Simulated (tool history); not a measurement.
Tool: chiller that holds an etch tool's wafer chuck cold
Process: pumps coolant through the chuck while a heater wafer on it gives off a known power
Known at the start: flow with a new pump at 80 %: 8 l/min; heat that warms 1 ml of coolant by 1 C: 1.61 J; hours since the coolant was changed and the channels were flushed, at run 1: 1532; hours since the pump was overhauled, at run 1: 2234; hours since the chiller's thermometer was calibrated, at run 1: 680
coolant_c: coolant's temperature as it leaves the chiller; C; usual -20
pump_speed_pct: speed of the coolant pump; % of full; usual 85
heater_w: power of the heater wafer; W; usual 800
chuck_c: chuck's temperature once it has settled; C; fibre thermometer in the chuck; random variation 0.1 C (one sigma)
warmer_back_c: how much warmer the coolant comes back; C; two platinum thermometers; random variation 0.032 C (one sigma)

run,hour,coolant_c,pump_speed_pct,heater_w,hours since the coolant was changed and the channels were flushed,hours since the pump was overhauled,hours since the chiller's thermometer was calibrated,chuck_c,warmer_back_c
1,0,-20,85,800,1532,2234,680,-13.5,3.53
2,93.9,-20,85,800,1626,2328,774,-13.4,3.48
3,163.2,-20,85,800,1695,2397,843,-13.3,3.46
4,221.3,-20,61,800,1753,2455,901,-11,5.01
5,297.2,-20,61,800,1829,2531,977,-11.1,5.05
6,376.9,-20,95,800,1909,2611,1057,-14,3.1
7,454,-20,95,800,1986,2688,1134,-14.1,3.08
8,525.5,-16,85,800,2058,2759,1206,-9.5,3.49
9,615.1,-16,85,800,2147,2849,1295,-9.3,3.47
10,669.8,-15,79,405,2202,2904,1350,-11.4,1.9
11,727.1,-15,95,405,2259,2961,1407,-12.1,1.55
12,803.2,-17,95,405,2335,3037,1483,-14.1,1.55
13,925.2,-25,67,431,2457,3159,1605,-20.6,2.39
14,977,-21,63,646,2509,3211,1657,-14,3.87

5 ways to go on from here, each from the tool as it stands after run 14. What would each give?
A,1047.2,-20,85,1068,2579,3281,1727,?,?
B,1047.2,-12,85,1111,2579,3281,1727,?,?
C,1047.2,-21,68,875,2579,3281,1727,?,?
D,1047.2,-13,74,593,2579,3281,1727,?,?
E,1047.2,-20,85,998,2579,3281,1727,?,?

run,chuck_c,warmer_back_c
A,-11.1,4.7
B,-2.8,4.85
C,-12.4,4.89
D,-7.5,2.99
E,-11.7,4.34
Without the tool's hidden state the same runs would have given:
run,chuck_c,warmer_back_c
A,-11.1,4.7
B,-2.8,4.84
C,-12.4,4.89
D,-7.5,2.98
E,-11.7,4.34
